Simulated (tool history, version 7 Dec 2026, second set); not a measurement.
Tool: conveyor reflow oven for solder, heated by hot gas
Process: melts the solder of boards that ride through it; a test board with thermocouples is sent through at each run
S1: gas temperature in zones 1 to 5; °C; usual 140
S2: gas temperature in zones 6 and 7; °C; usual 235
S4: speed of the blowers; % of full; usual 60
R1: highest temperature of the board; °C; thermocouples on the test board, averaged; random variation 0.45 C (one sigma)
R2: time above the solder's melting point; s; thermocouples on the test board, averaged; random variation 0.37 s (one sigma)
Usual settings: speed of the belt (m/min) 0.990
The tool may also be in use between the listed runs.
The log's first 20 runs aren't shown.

run 21 hour=168.1 | S1=140 S2=228 speed_of_the_belt_(m/min)=1.033 S4=86 | R1=207.5 R2=29.3
run 22 hour=177.6 | S1=140 S2=228 speed_of_the_belt_(m/min)=1.033 S4=86 | R1=206.8 R2=29.3
run 23 hour=186.0 | S1=129 S2=225 speed_of_the_belt_(m/min)=0.874 S4=61 | R1=200.9 R2=25.9
-- hour=191.8 flux residue cleaned out of gas plates and filters, once more
run 24 hour=196.9 | S1=129 S2=225 speed_of_the_belt_(m/min)=0.826 S4=61 | R1=204.9 R2=31.2
run 25 hour=204.2 | S1=140 S2=235 speed_of_the_belt_(m/min)=0.990 S4=75 | R1=214.0 R2=34.9
run 26 hour=210.7 | S1=140 S2=248 speed_of_the_belt_(m/min)=1.121 S4=75 | R1=219.6 R2=33.3
run 27 hour=221.8 | S1=148 S2=235 speed_of_the_belt_(m/min)=0.990 S4=60 | R1=210.8 R2=33.9
run 28 hour=231.0 | S1=136 S2=235 speed_of_the_belt_(m/min)=0.990 S4=60 | R1=207.4 R2=29.1
run 29 hour=237.0 | S1=150 S2=247 speed_of_the_belt_(m/min)=0.880 S4=56 | R1=223.5 R2=46.7
run 30 hour=242.1 | S1=144 S2=227 speed_of_the_belt_(m/min)=0.880 S4=69 | R1=209.6 R2=37.8

3 ways to go on from here, each from the tool as it stands after run 30. What would each give?
run A hour=251.7 | S1=133 S2=235 speed_of_the_belt_(m/min)=1.164 S4=87 | R1=? R2=?
run B hour=251.7 | S1=144 S2=232 speed_of_the_belt_(m/min)=0.880 S4=81 | R1=? R2=?
run C hour=251.7 | S1=135 S2=235 speed_of_the_belt_(m/min)=0.990 S4=60 | R1=? R2=?

run=A R1=210.1 R2=24.9
run=B R1=217.0 R2=42.5
run=C R1=207.3 R2=28.5
Without the tool's hidden state the same runs would have given:
run=A R1=211.3 R2=25.4
run=B R1=218.1 R2=42.7
run=C R1=208.3 R2=29.0
